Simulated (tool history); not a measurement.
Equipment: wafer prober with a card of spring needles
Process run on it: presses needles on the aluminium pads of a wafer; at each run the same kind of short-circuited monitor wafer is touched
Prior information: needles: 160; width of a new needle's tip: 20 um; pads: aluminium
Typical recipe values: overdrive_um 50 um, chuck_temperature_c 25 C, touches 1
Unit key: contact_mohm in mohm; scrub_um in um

run	hour	overdrive_um	chuck_temperature_c	touches	contact_mohm	scrub_um
1	0	50	25	1	590	7.31
# hour 6: tips cleaned on abrasive film
# hour 24: tips cleaned on abrasive film
2	28.3	50	25	2	390	7.28
# hour 41: tips cleaned on abrasive film
3	54.9	50	25	2	501	7.3
# hour 58.5: tips cleaned on abrasive film
# hour 75.2: tips cleaned on abrasive film
4	81	50	25	2	399	7.29
# hour 92.4: tips cleaned on abrasive film
5	105.9	33	25	1	1176	4.57
# hour 109.2: tips cleaned on abrasive film
6	123.2	33	25	1	1236	4.62
# hour 127.9: tips cleaned on abrasive film
# hour 137.6: height of the first contact set anew
7	137.8	33	25	1	879	5.14
# hour 145.7: tips cleaned on abrasive film
8	154.2	33	25	1	835	5.16
# hour 162.3: tips cleaned on abrasive film
# hour 180.9: tips cleaned on abrasive film
9	189.1	50	25	1	530	7.71
# hour 197.9: tips cleaned on abrasive film
10	207.5	50	25	1	569	7.73
# hour 216.4: tips cleaned on abrasive film
# hour 233.5: tips cleaned on abrasive film
11	239.8	50	25	1	492	7.65
# hour 251.2: tips cleaned on abrasive film
12	262.3	50	25	1	557	7.65
# hour 268.1: tips cleaned on abrasive film
13	284.1	50	25	1	676	7.58
# hour 286.3: tips cleaned on abrasive film
# hour 303.3: tips cleaned on abrasive film
14	317.2	50	25	1	655	7.62
# hour 320.6: tips cleaned on abrasive film
# hour 338.7: tips cleaned on abrasive film
15	351.5	62	25	1	521	9.41
# hour 355.7: tips cleaned on abrasive film
16	369.4	62	25	1	522	9.39
# hour 374.9: tips cleaned on abrasive film
# hour 392.2: tips cleaned on abrasive film
17	398.5	66	54	2	358	9.95
# hour 409: tips cleaned on abrasive film
# hour 428.7: tips cleaned on abrasive film
18	431	68	34	1	323	10.26
# hour 448.4: tips cleaned on abrasive film
19	450	68	65	1	327	10.23
# hour 467.5: tips cleaned on abrasive film
20	473.7	39	25	3	413	5.76
# hour 484.9: tips cleaned on abrasive film
# hour 501.7: tips cleaned on abrasive film
21	506.1	39	48	2	438	5.67
# hour 519.4: tips cleaned on abrasive film
22	523.7	39	48	2	443	5.71
# hour 538.3: tips cleaned on abrasive film
23	544.9	39	48	2	499	5.67
# hour 556.7: tips cleaned on abrasive film
# hour 574.7: tips cleaned on abrasive film
24	577.1	30	48	2	494	4.25
# hour 592: tips cleaned on abrasive film
25	594.3	50	65	1	402	7.32
# hour 608.8: tips cleaned on abrasive film
26	619.9	50	65	1	610	7.31
# hour 626.1: tips cleaned on abrasive film
# hour 645.5: tips cleaned on abrasive film
27	648.9	50	65	1	430	7.28
# hour 662.1: tips cleaned on abrasive film
28	669.1	48	66	3	384	6.95
# hour 680.3: tips cleaned on abrasive film
29	688.7	39	47	3	467	5.54
# hour 698: tips cleaned on abrasive film
# hour 715: tips cleaned on abrasive film
30	715	39	47	2	344	5.51
# hour 734.5: tips cleaned on abrasive film
31	747.8	33	118	2	847	4.52

Run 32 is up next; what results do you expect?
# hour 753: tips cleaned on abrasive film
# hour 759.8: height of the first contact set anew
# hour 771.5: tips cleaned on abrasive film
32	775.4	35	87	2	?	?

{"run 32": {"contact_mohm": 463, "scrub_um": 5.4}}
With no hidden state in the tool, this same run would have given contact_mohm 308 mohm, scrub_um 5.42 um.
